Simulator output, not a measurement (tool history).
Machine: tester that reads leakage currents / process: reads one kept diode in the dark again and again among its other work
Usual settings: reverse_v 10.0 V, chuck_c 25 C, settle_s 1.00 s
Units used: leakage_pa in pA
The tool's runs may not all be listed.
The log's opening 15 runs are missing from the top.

run	hour	reverse_v	chuck_c	settle_s	leakage_pa
16	2341.7	2.1	25	1.00	102.69
17	2490.3	10.0	25	1.00	194.16
18	2650.8	10.0	25	1.00	196.44
19	2803.0	10.0	25	1.00	196.47
20	2900.3	10.0	25	1.00	197.88
# hour 3003.7: tester calibrated
21	3003.7	1.6	25	1.29	93.67
22	3226.2	5.9	25	1.29	160.45
# hour 3239.3: chuck's temperature calibrated
23	3345.6	10.0	41	5.04	730.12
24	3473.8	15.3	41	0.53	880.73
# hour 3551.1: probe card cleaned and baked
25	3629.3	15.3	41	0.53	887.45
26	3808.9	4.2	24	0.43	136.42
27	3990.0	3.7	29	2.25	197.52
28	4146.8	3.3	29	3.43	188.82
29	4362.3	3.3	29	3.43	191.81
# hour 4429.5: chuck's temperature calibrated, once more
30	4580.5	3.3	29	3.43	150.06
31	4718.0	3.3	48	7.30	688.99
32	4840.5	13.4	48	9.42	1202.26
33	4986.8	10.0	25	0.77	171.63
34	5174.0	10.0	58	2.43	2257.10
35	5378.3	2.2	50	3.22	707.41
36	5537.3	2.2	50	3.22	711.69
37	5663.0	2.9	27	0.72	129.62
38	5779.1	2.9	36	5.38	271.76
39	5904.5	2.9	36	5.38	274.22
40	6063.6	3.8	45	2.02	619.62

Here are 3 independent what-if runs from the current tool condition. What would each one return?
# hour 6083.0: probe card cleaned and baked
A	6208.3	1.4	35	2.02	?
# hour 6083.0: probe card cleaned and baked
B	6208.3	2.4	45	2.33	?
# hour 6083.0: probe card cleaned and baked
C	6208.3	4.2	45	0.42	?

run	leakage_pa
A	193.87
B	521.08
C	653.74
Had the tool no hidden state, the same runs would have come out as:
run	leakage_pa
A	176.78
B	477.43
C	599.13
